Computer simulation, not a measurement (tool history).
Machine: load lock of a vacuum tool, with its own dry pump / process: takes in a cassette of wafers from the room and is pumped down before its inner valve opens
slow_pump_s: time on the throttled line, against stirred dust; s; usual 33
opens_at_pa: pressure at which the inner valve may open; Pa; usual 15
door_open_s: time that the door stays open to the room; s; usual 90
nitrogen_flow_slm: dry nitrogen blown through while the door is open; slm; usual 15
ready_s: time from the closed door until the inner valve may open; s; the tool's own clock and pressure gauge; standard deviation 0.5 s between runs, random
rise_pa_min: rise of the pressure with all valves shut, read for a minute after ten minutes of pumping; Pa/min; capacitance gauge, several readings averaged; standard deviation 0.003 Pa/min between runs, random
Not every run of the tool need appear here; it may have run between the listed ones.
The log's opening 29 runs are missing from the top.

run,hour,slow_pump_s,opens_at_pa,door_open_s,nitrogen_flow_slm,hours that the pump has run since its overhaul,times that the door has closed on its seal,"incoming humidity of the room's air, %",ready_s,rise_pa_min
30,16352,16,13,32,15,12902,41922,48.1,61.7,0.125
31,16836.7,33,24,90,36,13387,43104,43.8,71.3,0.135
32,17421.3,33,24,90,36,13971,44530,42.9,72.3,0.139
33,18018.4,33,24,46,23,14569,45987,45.8,71.8,0.142
34,18434.2,50,24,71,4,14984,47002,43.6,84.6,0.169
# hour 18741: dry pump taken out, an overhauled one fitted
35,18975.4,50,24,71,4,234,48307,45.9,76.9,0.181
36,19710.9,36,22,90,25,970,50102,42.4,65.9,0.177
37,20400.6,36,22,90,25,1660,51785,47.9,67.6,0.189
38,20895.8,19,30,30,18,2155,52993,44.5,54.1,0.185

3 ways to go on from here, each from the tool as it stands after run 38. What would each give?
A,21267.6,33,15,90,22,2527,53900,46.8,?,?
B,21267.6,23,15,90,15,2527,53900,47.6,?,?
C,21267.6,24,17,30,6,2527,53900,44.1,?,?

run,ready_s,rise_pa_min
A,68.5,0.198
B,61,0.199
C,61,0.191
With no hidden state in the tool, these same runs would have given:
run,ready_s,rise_pa_min
A,67,0.024
B,59.4,0.027
C,59.4,0.017
